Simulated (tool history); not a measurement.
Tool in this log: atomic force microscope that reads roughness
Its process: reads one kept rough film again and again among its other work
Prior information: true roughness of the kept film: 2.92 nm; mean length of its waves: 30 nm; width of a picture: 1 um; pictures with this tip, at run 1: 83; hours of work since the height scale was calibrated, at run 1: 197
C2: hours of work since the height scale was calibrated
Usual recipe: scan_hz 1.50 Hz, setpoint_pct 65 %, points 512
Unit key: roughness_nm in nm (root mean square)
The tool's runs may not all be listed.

Run 1, day 0.000: usual settings; pictures with this tip 83; C2 197. Result: roughness_nm 2.254 nm (root mean square).
Run 2, day 0.529: usual settings; pictures with this tip 92; C2 202. Result: roughness_nm 2.234 nm (root mean square).
Run 3, day 0.758: usual settings; pictures with this tip 96; C2 204. Result: roughness_nm 2.221 nm (root mean square).
Run 4, day 1.171: usual settings but points 432; pictures with this tip 104; C2 208. Result: roughness_nm 2.197 nm (root mean square).
Run 5, day 1.538: usual settings but points 432; pictures with this tip 110; C2 212. Result: roughness_nm 2.192 nm (root mean square).
Run 6, day 1.817: usual settings but points 432; pictures with this tip 115; C2 215. Result: roughness_nm 2.139 nm (root mean square).
Run 7, day 2.300: usual settings but points 432; pictures with this tip 124; C2 220. Result: roughness_nm 2.125 nm (root mean square).
Run 8, day 2.567: usual settings but scan_hz 0.86 Hz; pictures with this tip 129; C2 222. Result: roughness_nm 2.150 nm (root mean square).
Run 9, day 2.971: usual settings but scan_hz 0.86 Hz; pictures with this tip 136; C2 226. Result: roughness_nm 2.126 nm (root mean square).
Run 10, day 3.317: usual settings but scan_hz 0.86 Hz; pictures with this tip 142; C2 230. Result: roughness_nm 2.124 nm (root mean square).
At day 3.688: new tip fitted.
Run 11, day 3.725: usual settings but scan_hz 0.86 Hz; pictures with this tip 0; C2 233. Result: roughness_nm 2.527 nm (root mean square).
Run 12, day 4.033: usual settings but points 345; pictures with this tip 6; C2 236. Result: roughness_nm 2.478 nm (root mean square).
Run 13, day 4.454: usual settings but points 345; pictures with this tip 13; C2 240. Result: roughness_nm 2.440 nm (root mean square).
Run 14, day 4.917: usual settings but points 345; pictures with this tip 22; C2 245. Result: roughness_nm 2.411 nm (root mean square).
Run 15, day 5.404: usual settings but points 345; pictures with this tip 30; C2 250. Result: roughness_nm 2.413 nm (root mean square).
Run 16, day 5.725: usual settings but points 345; pictures with this tip 36; C2 253. Result: roughness_nm 2.380 nm (root mean square).
Run 17, day 6.029: usual settings but points 345; pictures with this tip 42; C2 256. Result: roughness_nm 2.371 nm (root mean square).
Run 18, day 6.417: usual settings but points 345; pictures with this tip 49; C2 260. Result: roughness_nm 2.332 nm (root mean square).
Run 19, day 6.750: usual settings but points 345; pictures with this tip 55; C2 263. Result: roughness_nm 2.319 nm (root mean square).
Run 20, day 7.112: usual settings but points 345; pictures with this tip 61; C2 267. Result: roughness_nm 2.312 nm (root mean square).
Run 21, day 7.554: usual settings but points 345; pictures with this tip 69; C2 271. Result: roughness_nm 2.285 nm (root mean square).
Run 22, day 8.092: usual settings but setpoint_pct 66 %; pictures with this tip 79; C2 276. Result: roughness_nm 2.255 nm (root mean square).
Run 23, day 8.592: usual settings but setpoint_pct 66 %, points 679; pictures with this tip 88; C2 281. Result: roughness_nm 2.225 nm (root mean square).
Run 24, day 9.050: usual settings but setpoint_pct 66 %, points 679; pictures with this tip 96; C2 286. Result: roughness_nm 2.216 nm (root mean square).
Run 25, day 9.292: usual settings but setpoint_pct 66 %, points 679; pictures with this tip 100; C2 288. Result: roughness_nm 2.208 nm (root mean square).
At day 9.362: height scale calibrated on a step standard.
Run 26, day 9.633: usual settings but setpoint_pct 66 %, points 679; pictures with this tip 106; C2 3. Result: roughness_nm 2.178 nm (root mean square).
Run 27, day 10.054: usual settings but setpoint_pct 66 %, points 679; pictures with this tip 113; C2 7. Result: roughness_nm 2.170 nm (root mean square).
Run 28, day 10.558: usual settings but setpoint_pct 74 %; pictures with this tip 122; C2 12. Result: roughness_nm 2.111 nm (root mean square).
Run 29, day 10.962: usual settings but setpoint_pct 74 %; pictures with this tip 130; C2 16. Result: roughness_nm 2.070 nm (root mean square).
Run 30, day 11.446: usual settings but scan_hz 2.32 Hz, setpoint_pct 71 %, points 544; pictures with this tip 138; C2 20. Result: roughness_nm 2.042 nm (root mean square).
Run 31, day 11.921: usual settings but scan_hz 1.06 Hz, setpoint_pct 72 %, points 413; pictures with this tip 147; C2 25. Result: roughness_nm 2.066 nm (root mean square).
At day 12.029: new tip fitted.
At day 12.308: height scale calibrated on a step standard, once more.
Run 32, day 12.483: usual settings but scan_hz 1.06 Hz, setpoint_pct 72 %, points 413; pictures with this tip 7; C2 2. Result: roughness_nm 2.461 nm (root mean square).
Run 33, day 12.762: usual settings but scan_hz 1.93 Hz, setpoint_pct 67 %, points 975; pictures with this tip 12; C2 4. Result: roughness_nm 2.445 nm (root mean square).
Run 34, day 13.242: usual settings but scan_hz 1.93 Hz, setpoint_pct 67 %, points 975; pictures with this tip 21; C2 9. Result: roughness_nm 2.403 nm (root mean square).
Run 35, day 13.704: usual settings but scan_hz 1.99 Hz, setpoint_pct 61 %, points 818; pictures with this tip 29; C2 14. Result: roughness_nm 2.409 nm (root mean square).
Run 36, day 14.025: usual settings but scan_hz 1.74 Hz, setpoint_pct 70 %, points 311; pictures with this tip 35; C2 17. Result: roughness_nm 2.333 nm (root mean square).
Run 37, day 14.504: usual settings but scan_hz 2.82 Hz, setpoint_pct 87 %; pictures with this tip 43; C2 22. Result: roughness_nm 2.095 nm (root mean square).
Run 38, day 15.029: usual settings but scan_hz 2.82 Hz, setpoint_pct 87 %; pictures with this tip 53; C2 27. Result: roughness_nm 2.077 nm (root mean square).
Run 39, day 15.542: usual settings but scan_hz 2.48 Hz, points 370; pictures with this tip 62; C2 32. Result: roughness_nm 2.266 nm (root mean square).
Run 40, day 15.979: usual settings but scan_hz 0.76 Hz, setpoint_pct 56 %, points 630; pictures with this tip 70; C2 36. Result: roughness_nm 2.345 nm (root mean square).
Run 41, day 16.367: usual settings but scan_hz 2.16 Hz, setpoint_pct 62 %, points 357; pictures with this tip 77; C2 40. Result: roughness_nm 2.244 nm (root mean square).
Run 42, day 16.646: usual settings but scan_hz 2.39 Hz, setpoint_pct 77 %, points 269; pictures with this tip 82; C2 43. Result: roughness_nm 2.101 nm (root mean square).
Run 43, day 16.892: usual settings but scan_hz 2.39 Hz, setpoint_pct 81 %, points 269; pictures with this tip 86; C2 45. Result: roughness_nm 2.056 nm (root mean square).
Run 44, day 17.175: usual settings but scan_hz 2.39 Hz, setpoint_pct 81 %, points 269; pictures with this tip 91; C2 48. Result: roughness_nm 2.064 nm (root mean square).
Run 45, day 17.425: usual settings but scan_hz 3.61 Hz; pictures with this tip 96; C2 50. Result: roughness_nm 2.129 nm (root mean square).
Run 46, day 17.692: usual settings but scan_hz 3.61 Hz; pictures with this tip 101; C2 53. Result: roughness_nm 2.108 nm (root mean square).
Run 47, day 18.133: usual settings but scan_hz 0.75 Hz, setpoint_pct 81 %, points 942; pictures with this tip 109; C2 57. Result: roughness_nm 2.189 nm (root mean square).
Run 48, day 18.621: usual settings but scan_hz 2.18 Hz, setpoint_pct 58 %, points 317; pictures with this tip 117; C2 62. Result: roughness_nm 2.152 nm (root mean square).
Run 49, day 19.000: usual settings but scan_hz 0.94 Hz, setpoint_pct 74 %, points 289; pictures with this tip 124; C2 66. Result: roughness_nm 2.123 nm (root mean square).
Run 50, day 19.500: usual settings but scan_hz 1.44 Hz; pictures with this tip 133; C2 71. Result: roughness_nm 2.118 nm (root mean square).
Run 51, day 19.975: usual settings but scan_hz 1.44 Hz; pictures with this tip 142; C2 75. Result: roughness_nm 2.107 nm (root mean square).
Run 52, day 20.208: usual settings but scan_hz 1.44 Hz; pictures with this tip 146; C2 78. Result: roughness_nm 2.080 nm (root mean square).

What if the next run were any one of these 4? Each begins from the tool's condition after run 52:
At day 20.379: new tip fitted.
Run A, day 20.704: usual settings but scan_hz 2.42 Hz, setpoint_pct 72 %; pictures with this tip 5; C2 82. Result: roughness_nm ?.
At day 20.379: new tip fitted.
Run B, day 20.704: usual settings but scan_hz 0.54 Hz, setpoint_pct 61 %, points 578; pictures with this tip 5; C2 82. Result: roughness_nm ?.
At day 20.379: new tip fitted.
Run C, day 20.704: usual settings but scan_hz 0.61 Hz, setpoint_pct 60 %, points 558; pictures with this tip 5; C2 82. Result: roughness_nm ?.
At day 20.379: new tip fitted.
Run D, day 20.704: usual settings but setpoint_pct 82 %; pictures with this tip 5; C2 82. Result: roughness_nm ?.

run  roughness_nm
  A         2.403
  B         2.553
  C         2.543
  D         2.396
Stripped of hidden state, with their random variation kept, the same runs would have yielded:
run  roughness_nm
  A         2.423
  B         2.574
  C         2.564
  D         2.416
